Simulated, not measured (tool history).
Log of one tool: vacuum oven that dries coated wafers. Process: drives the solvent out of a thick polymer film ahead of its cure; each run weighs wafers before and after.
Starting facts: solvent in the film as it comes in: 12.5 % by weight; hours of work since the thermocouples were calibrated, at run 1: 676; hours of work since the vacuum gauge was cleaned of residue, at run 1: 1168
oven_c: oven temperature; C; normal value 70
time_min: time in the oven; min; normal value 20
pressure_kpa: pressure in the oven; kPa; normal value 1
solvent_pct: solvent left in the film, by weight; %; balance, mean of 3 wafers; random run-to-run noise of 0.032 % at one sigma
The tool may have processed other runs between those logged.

run,hour,oven_c,time_min,pressure_kpa,hours of work since the thermocouples were calibrated,hours of work since the vacuum gauge was cleaned of residue,solvent_pct
1,0,70,20,1,676,1168,2.04
2,65.9,70,20,1,728,1220,1.97
3,109.5,70,13,1,763,1255,3.24
4,173.2,69,20,1,813,1305,2.21
5,222.6,69,20,1,853,1345,2.16
6,282.5,69,20,1,900,1392,2.21
7,323.1,70,20,1,932,1425,2.13
8,374.8,78,25,2.08,973,1466,1.21
9,408.5,71,31,1.87,1000,1492,1.64
10,456.9,71,31,1.87,1039,1531,1.61
11,488.3,71,31,1.87,1064,1556,1.64
12,545.2,72,22,1.07,1109,1601,1.54
13,604.9,57,20,0.86,1156,1649,4.68
# hour 665.6: oven's thermocouples calibrated
14,667.7,57,20,0.86,2,1697,5.05

Consider 4 possible next runs. They are alternatives, not a sequence: every one starts from the tool as it was left by run 14. What does each give?
A,696.9,79,13,0.59,25,1720,?
B,696.9,72,20,1,25,1720,?
C,696.9,59,20,0.63,25,1720,?
D,696.9,74,24,1,25,1720,?

run,solvent_pct
A,1.72
B,1.94
C,4.41
D,1.36
Stripped of hidden state, with their random variation kept, the same runs would have yielded:
run,solvent_pct
A,1.47
B,1.6
C,3.93
D,1.01
